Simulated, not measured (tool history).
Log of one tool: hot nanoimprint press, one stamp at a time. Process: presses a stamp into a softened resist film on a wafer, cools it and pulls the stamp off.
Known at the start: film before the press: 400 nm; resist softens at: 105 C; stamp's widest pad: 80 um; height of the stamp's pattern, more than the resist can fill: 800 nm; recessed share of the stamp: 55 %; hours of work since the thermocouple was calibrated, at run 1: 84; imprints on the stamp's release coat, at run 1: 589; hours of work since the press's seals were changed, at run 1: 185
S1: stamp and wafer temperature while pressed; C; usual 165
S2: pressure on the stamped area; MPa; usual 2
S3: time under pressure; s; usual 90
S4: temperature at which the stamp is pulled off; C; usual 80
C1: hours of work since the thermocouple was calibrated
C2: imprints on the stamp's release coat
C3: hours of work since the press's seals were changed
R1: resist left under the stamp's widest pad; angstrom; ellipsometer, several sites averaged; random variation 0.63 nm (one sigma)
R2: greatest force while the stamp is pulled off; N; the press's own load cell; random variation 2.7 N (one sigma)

run,hour,S1,S2,S3,S4,C1,C2,C3,R1,R2
1,0,165,2,90,80,84,589,185,1515,227
# hour 38.6: stamp cleaned and given a new release coat
2,59.5,165,2,90,80,117,90,218,1530,195
3,143.6,165,2.2,90,80,168,451,269,1460,221
4,195.1,165,2.2,90,80,200,672,301,1462,227
# hour 212.5: stamp cleaned and given a new release coat
5,239.1,165,2,90,80,223,115,324,1534,197
6,329.3,165,2,90,80,278,502,379,1544,222
# hour 385.6: stamp cleaned and given a new release coat
7,392.8,165,2,90,80,313,31,414,1556,193
# hour 448.9: plate thermocouple calibrated
8,458.4,165,2,90,80,6,300,453,1519,206
9,503.1,165,2,90,80,33,492,480,1533,218
# hour 567: stamp cleaned and given a new release coat
10,577.3,165,2,90,80,75,45,522,1551,193
11,664.4,165,2,90,80,128,419,575,1540,218
12,714.1,165,2,90,80,159,632,606,1557,232
# hour 741.2: stamp cleaned and given a new release coat
13,783.7,165,2,90,80,198,182,644,1560,205
14,841.9,165,2,90,75,233,433,680,1578,232
15,889.7,165,2,90,75,262,638,709,1581,237
# hour 914.8: stamp cleaned and given a new release coat
16,944.8,165,2,90,79,292,129,739,1578,203
17,987.9,162,2.3,90,79,319,314,766,1666,215
# hour 1030.9: plate thermocouple calibrated
18,1075.1,162,1.25,55,82,27,676,817,2454,228
# hour 1091.8: stamp cleaned and given a new release coat
19,1161.5,162,1.25,55,82,76,300,867,2467,206
20,1253.3,162,2.18,55,75,132,695,923,1998,249
# hour 1267.8: stamp cleaned and given a new release coat
21,1329.5,162,2.18,52,85,175,265,966,2065,200
22,1372.4,166,2.18,64,74,202,449,992,1681,231
# hour 1439.5: stamp cleaned and given a new release coat
23,1439.5,166,2.18,64,74,239,0,1029,1693,204
24,1511,166,2.18,64,74,283,307,1073,1700,222
25,1551.8,170,2.55,65,71,308,482,1098,1365,241
26,1601.3,159,2.66,63,74,338,694,1128,2024,249
# hour 1613.5: stamp cleaned and given a new release coat
# hour 1622.8: plate thermocouple calibrated
27,1666,174,3.2,179,74,26,213,1162,686,208
28,1719.2,159,2,64,80,59,441,1195,2218,214
29,1758.7,157,1.69,90,69,83,611,1219,2248,245
# hour 1795: stamp cleaned and given a new release coat
30,1823.9,157,2.37,71,83,119,124,1255,2163,194

Some steps in R1 between neighbouring runs. How much of each would the tool show without its hidden state too (settings, what came in, random variation), and how much is left for the hidden state, with any gauge scatter that isn't in both results?
The hidden state here: true temperature over the reading, C; pressure that arrives at the usual setting, %; grip of the stamp's worn release coat, % over a new coat's; drift of the gauge itself on residual_nm, %; drift of the gauge itself on pull_off_n, %.
Run 17 -> 18: S2 2.3 -> 1.25, S3 90 -> 55, S4 79 -> 82, plate thermocouple calibrated. R1 +788 angstrom: hidden state -67, all else +855.
Run 25 -> 26: S1 170 -> 159, S2 2.55 -> 2.66, S3 65 -> 63, S4 71 -> 74. R1 +659 angstrom: hidden state +55, all else +604.
Run 26 -> 27: S1 159 -> 174, S2 2.66 -> 3.2, S3 63 -> 179, stamp cleaned and given a new release coat, plate thermocouple calibrated. R1 -1338 angstrom: hidden state -106, all else -1232.
Run 27 -> 28: S1 174 -> 159, S2 3.2 -> 2, S3 179 -> 64, S4 74 -> 80. R1 +1532 angstrom: hidden state +48, all else +1484.
